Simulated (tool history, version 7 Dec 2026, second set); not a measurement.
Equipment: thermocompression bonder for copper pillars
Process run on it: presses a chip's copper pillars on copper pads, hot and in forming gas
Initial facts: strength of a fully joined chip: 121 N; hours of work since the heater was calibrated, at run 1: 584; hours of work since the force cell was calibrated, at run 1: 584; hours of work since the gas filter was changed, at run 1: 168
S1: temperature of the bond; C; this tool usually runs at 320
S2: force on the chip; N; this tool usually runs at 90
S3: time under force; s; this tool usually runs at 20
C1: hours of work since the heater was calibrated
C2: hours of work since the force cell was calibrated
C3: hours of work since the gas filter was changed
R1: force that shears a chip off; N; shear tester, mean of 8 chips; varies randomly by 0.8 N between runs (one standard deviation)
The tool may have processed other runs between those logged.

run   hour   S1   S2  S3   C1   C2   C3    R1
  1    0.0  320   90  20  584  584  168  59.7
  2   52.7  320   90  20  605  605  190  59.5
  3  110.9  320   90  41  629  629  213  73.9
  4  142.1  320   85  41  641  641  226  70.9
  5  178.3  320   85  41  656  656  241  69.4
  6  226.0  320   65  20  676  676  260  48.5
  7  274.4  320  123  15  695  695  280  60.0
     285.0  -- forming gas filter changed
  8  341.2  296   83  20  722  722   23  47.7
  9  379.0  345   88  53  737  737   38  92.4
 10  424.5  320   78  13  756  756   57  49.4
 11  460.9  320   84  21  770  770   71  60.3
 12  511.4  304   90  40  791  791   92  65.8

Hidden state at the last listed run before each entry between runs and at the first one after, where it differs:
In the gap between runs 7 and 8: forming gas filter changed (hour 285.0)
  true temperature of the bond over the reading, C: 2.7 -> 2.8; force that reaches the chip, % of what is set: 93 -> 92.8; oxide that the forming gas leaves, % of the face: 7.79 -> 1.24
  measured result minus the result with no hidden state, R1: -5.8 -> -1.2 N

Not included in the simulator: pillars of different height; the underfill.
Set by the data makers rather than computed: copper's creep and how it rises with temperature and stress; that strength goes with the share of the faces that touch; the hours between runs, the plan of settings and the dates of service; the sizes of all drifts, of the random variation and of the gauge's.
